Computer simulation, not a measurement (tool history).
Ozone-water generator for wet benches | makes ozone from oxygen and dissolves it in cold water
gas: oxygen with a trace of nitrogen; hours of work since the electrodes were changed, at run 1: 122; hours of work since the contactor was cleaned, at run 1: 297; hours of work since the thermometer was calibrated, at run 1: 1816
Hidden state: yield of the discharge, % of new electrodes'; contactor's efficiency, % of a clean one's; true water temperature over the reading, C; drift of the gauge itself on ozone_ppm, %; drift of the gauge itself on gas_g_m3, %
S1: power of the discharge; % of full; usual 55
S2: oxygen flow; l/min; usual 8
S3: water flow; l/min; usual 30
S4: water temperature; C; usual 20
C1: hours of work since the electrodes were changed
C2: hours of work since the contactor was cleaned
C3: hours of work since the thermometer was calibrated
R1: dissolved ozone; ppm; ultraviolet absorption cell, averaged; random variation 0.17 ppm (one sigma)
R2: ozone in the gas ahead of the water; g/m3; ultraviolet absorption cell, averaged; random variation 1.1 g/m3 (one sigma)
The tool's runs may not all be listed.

run	hour	S1	S2	S3	S4	C1	C2	C3	R1	R2
1	0	55	8	30	20	122	297	1816	22.1	186.7
2	38.3	55	8	30	20	155	330	1849	21.9	185.3
3	64.7	55	8	30	20	178	353	1872	22.1	186.3
4	88.6	55	8	30	20	198	374	1892	21.9	186.4
5	120.4	55	8	30	20	226	401	1920	22.3	185.2
6	143.3	55	8	30	20	245	421	1939	22.2	186.6
7	189	55	8	30	20	285	460	1979	22.1	187.4
8	222.7	55	8	30	20	313	489	2007	21.9	187.7
9	253.3	55	8	30	17	340	515	2034	22.6	188.8
10	294.9	55	8	30	17	376	551	2069	22.9	188.9
11	327.9	55	8	30	17	404	579	2098	22.8	187.5
12	358	55	8	30	22	430	605	2124	21.5	188.8
13	394.4	55	8	30	22	461	636	2155	21.4	187.9
14	419	49	8.14	35	20	482	657	2176	17.6	171.6
15	467.1	49	8	25	17	523	699	2217	23.9	174.9
16	505.9	75	8	30	20	557	732	2251	27.9	242.1
17	530.9	75	8	30	20	578	753	2272	27.5	240.4
# hour 572.4: gauge calibrated
18	578.6	89	8	30	20	619	794	2313	31.6	268.2
19	616.6	55	8	30	21	652	827	2346	21.8	186
20	655.5	55	8	44	20	685	860	2379	16.3	186.5
21	702.9	55	8	44	20	726	901	2420	16.1	187
22	750.5	55	8	44	20	767	942	2461	15.9	187.2
23	787.5	42	11.56	21	20	799	974	2493	21.8	126.7
24	817.1	42	11.56	21	20	824	999	2518	21.9	126.3
25	861.6	42	11.56	21	20	862	1037	2556	21.7	126.2

Hidden state or all else? Some run-to-run changes of R2, split into what the settings, what came in and random variation would give without the hidden state, and what is left for the hidden state (with any gauge scatter that isn't in both results):
Run 15 -> 16: S1 49 -> 75, S3 25 -> 30, S4 17 -> 20. R2 +67.2 g/m3: hidden state +2, all else +65.2.
Run 17 -> 18: S1 75 -> 89, gauge calibrated. R2 +27.8 g/m3: hidden state -6.3, all else +34.1.
Run 18 -> 19: S1 89 -> 55, S4 20 -> 21. R2 -82.2 g/m3: hidden state +0.4, all else -82.6.

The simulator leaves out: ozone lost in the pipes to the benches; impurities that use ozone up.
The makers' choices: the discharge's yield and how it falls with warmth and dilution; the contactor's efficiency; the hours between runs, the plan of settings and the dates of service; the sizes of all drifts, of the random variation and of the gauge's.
